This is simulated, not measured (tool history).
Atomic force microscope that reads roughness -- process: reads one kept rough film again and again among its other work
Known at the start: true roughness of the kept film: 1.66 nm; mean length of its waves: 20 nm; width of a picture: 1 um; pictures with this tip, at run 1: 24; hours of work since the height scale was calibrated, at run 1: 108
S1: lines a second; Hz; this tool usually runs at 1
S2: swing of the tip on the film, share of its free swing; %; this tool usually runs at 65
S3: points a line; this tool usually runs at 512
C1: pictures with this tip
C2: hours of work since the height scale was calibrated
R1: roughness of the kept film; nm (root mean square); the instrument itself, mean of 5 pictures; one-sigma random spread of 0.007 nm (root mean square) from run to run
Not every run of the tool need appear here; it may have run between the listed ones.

run,day,S1,S2,S3,C1,C2,R1
1,0,1,65,512,24,108,1.267
2,0.317,1,65,512,36,113,1.217
3,0.783,1,65,314,54,119,1.142
4,1.067,0.57,65,512,65,124,1.141
5,1.342,1,65,935,75,128,1.101
# day 1.571: new tip fitted
6,1.812,0.98,65,512,10,134,1.369
7,2.108,1,65,512,21,138,1.317
8,2.45,1,65,451,34,143,1.267
9,2.929,3.66,65,451,52,150,1.098
10,3.392,3.66,65,451,70,157,1.042
11,3.617,3.66,65,451,78,160,1.013
# day 3.75: new tip fitted
12,3.925,3.66,65,451,6,164,1.273
13,4.342,3.66,65,451,22,171,1.194
14,4.629,2.67,65,512,33,175,1.195
15,5.029,0.6,65,512,49,181,1.209
16,5.5,0.6,65,512,67,187,1.155
# day 5.971: new tip fitted
17,5.992,1,65,512,1,194,1.392
18,6.225,1,65,512,10,198,1.347
19,6.521,1,68,512,21,202,1.299
20,6.9,1,68,512,35,207,1.252
21,7.238,1,68,512,48,212,1.175
22,7.642,1,68,512,64,218,1.128
23,7.996,1,68,512,77,223,1.079
# day 8.162: new tip fitted
24,8.392,1,68,701,8,229,1.37
25,8.612,2.72,65,512,17,232,1.261
26,8.871,0.57,65,549,27,236,1.311
27,9.225,0.57,65,549,40,241,1.255
28,9.425,2.72,65,890,48,244,1.145
29,9.888,1.46,89,808,66,251,1.008
# day 10.362: new tip fitted
30,10.388,0.99,58,259,1,257,1.374
31,10.604,2.94,86,574,9,261,1.063
32,10.962,0.52,56,574,23,266,1.328
33,11.25,0.53,56,459,34,270,1.277
34,11.679,0.53,56,459,50,276,1.218
35,11.921,0.53,62,360,59,280,1.157
36,12.125,0.53,62,360,67,283,1.141
# day 12.567: new tip fitted
37,12.571,0.53,62,360,0,289,1.422
38,13.054,3.73,62,918,19,296,1.233
39,13.438,3.73,62,918,33,302,1.184
40,13.767,3.73,62,918,46,306,1.145
41,14.221,1,70,276,63,313,1.117
42,14.488,3.11,58,512,73,317,1.085
# day 14.75: new tip fitted
43,14.912,1.18,65,512,6,323,1.381
44,15.204,1.18,65,512,17,327,1.322
45,15.638,1.18,65,512,34,333,1.248

Run by run, hidden condition taken away, random variation retained:
Hidden state at play: radius of the tip, nm; height scale over the true one, %; drift of the gauge itself on roughness_nm, %.
run,R1
1,1.427
2,1.419
3,1.407
4,1.448
5,1.436
6,1.422
7,1.417
8,1.419
9,1.302
10,1.304
11,1.298
12,1.304
13,1.293
14,1.342
15,1.435
16,1.442
17,1.418
18,1.418
19,1.416
20,1.429
21,1.399
22,1.406
23,1.392
24,1.417
25,1.347
26,1.444
27,1.441
28,1.345
29,1.251
30,1.398
31,1.112
32,1.46
33,1.457
34,1.462
35,1.425
36,1.439
37,1.427
38,1.321
39,1.331
40,1.339
41,1.378
42,1.379
43,1.418
44,1.415
45,1.41

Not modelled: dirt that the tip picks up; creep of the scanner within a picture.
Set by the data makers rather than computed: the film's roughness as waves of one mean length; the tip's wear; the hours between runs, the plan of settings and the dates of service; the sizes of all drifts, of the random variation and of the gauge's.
